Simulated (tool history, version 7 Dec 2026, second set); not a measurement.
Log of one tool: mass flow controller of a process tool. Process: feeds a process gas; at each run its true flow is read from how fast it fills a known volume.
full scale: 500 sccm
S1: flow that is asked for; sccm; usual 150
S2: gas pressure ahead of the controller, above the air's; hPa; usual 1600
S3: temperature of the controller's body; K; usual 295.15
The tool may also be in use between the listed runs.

run 1 hour=0.0 | S1=150 S2=1600 S3=295.15 | true_flow_(%)=98.79
run 2 hour=495.1 | S1=150 S2=1600 S3=298.15 | true_flow_(%)=98.95
run 3 hour=725.3 | S1=150 S2=1600 S3=298.15 | true_flow_(%)=98.89
run 4 hour=1153.6 | S1=150 S2=1600 S3=298.15 | true_flow_(%)=98.83
run 5 hour=1539.3 | S1=93 S2=1600 S3=298.15 | true_flow_(%)=98.47
run 6 hour=1797.3 | S1=93 S2=1600 S3=298.15 | true_flow_(%)=98.35
run 7 hour=2311.6 | S1=93 S2=1600 S3=298.15 | true_flow_(%)=98.26
run 8 hour=2625.6 | S1=150 S2=1600 S3=295.15 | true_flow_(%)=98.32
run 9 hour=3014.3 | S1=150 S2=1600 S3=295.15 | true_flow_(%)=98.17
run 10 hour=3312.3 | S1=75 S2=1600 S3=295.15 | true_flow_(%)=97.46
run 11 hour=3674.9 | S1=75 S2=1600 S3=295.15 | true_flow_(%)=97.51
run 12 hour=4116.0 | S1=75 S2=1600 S3=295.15 | true_flow_(%)=97.23
run 13 hour=4596.3 | S1=75 S2=1600 S3=295.15 | true_flow_(%)=97.03
run 14 hour=5101.0 | S1=299 S2=1600 S3=295.15 | true_flow_(%)=98.44
run 15 hour=5375.2 | S1=299 S2=1600 S3=295.15 | true_flow_(%)=98.50
run 16 hour=5850.3 | S1=150 S2=1710 S3=295.15 | true_flow_(%)=97.63
run 17 hour=6146.2 | S1=150 S2=1710 S3=295.15 | true_flow_(%)=97.57
run 18 hour=6380.8 | S1=150 S2=1970 S3=295.15 | true_flow_(%)=97.64
run 19 hour=6922.9 | S1=150 S2=2490 S3=295.15 | true_flow_(%)=97.84
run 20 hour=7448.2 | S1=150 S2=1600 S3=295.15 | true_flow_(%)=97.53
run 21 hour=7703.7 | S1=150 S2=1600 S3=295.15 | true_flow_(%)=97.26
run 22 hour=8048.7 | S1=150 S2=2560 S3=295.15 | true_flow_(%)=97.52
run 23 hour=8362.7 | S1=297 S2=2230 S3=309.15 | true_flow_(%)=99.56
run 24 hour=8684.3 | S1=150 S2=1600 S3=296.15 | true_flow_(%)=97.29
run 25 hour=9142.1 | S1=145 S2=2330 S3=303.15 | true_flow_(%)=98.05
run 26 hour=9540.0 | S1=203 S2=2020 S3=294.15 | true_flow_(%)=97.39
run 27 hour=9912.4 | S1=203 S2=2020 S3=294.15 | true_flow_(%)=97.48
run 28 hour=10207.5 | S1=209 S2=1860 S3=300.15 | true_flow_(%)=97.81
run 29 hour=10649.6 | S1=150 S2=1600 S3=293.15 | true_flow_(%)=96.63
run 30 hour=10923.9 | S1=150 S2=1600 S3=293.15 | true_flow_(%)=96.63
run 31 hour=11251.3 | S1=172 S2=1600 S3=295.15 | true_flow_(%)=96.88
run 32 hour=11674.0 | S1=134 S2=1410 S3=303.15 | true_flow_(%)=97.23
run 33 hour=11997.9 | S1=380 S2=2230 S3=294.15 | true_flow_(%)=97.89
run 34 hour=12295.8 | S1=415 S2=2230 S3=294.15 | true_flow_(%)=97.99
run 35 hour=12613.1 | S1=415 S2=2000 S3=312.15 | true_flow_(%)=99.92
-- hour=12807.2 controller's zero set anew
run 36 hour=12881.2 | S1=150 S2=1600 S3=310.15 | true_flow_(%)=99.44
run 37 hour=13296.0 | S1=56 S2=2320 S3=308.15 | true_flow_(%)=98.92
run 38 hour=13538.9 | S1=56 S2=2320 S3=308.15 | true_flow_(%)=98.90

Run 39 comes next. What will it give?
run 39 hour=14045.3 | S1=56 S2=2320 S3=308.15 | true_flow_(%)=?

Run 39 gave true flow (%) 98.87.
Without the tool's hidden state the same run would have given true flow (%) 100.26.
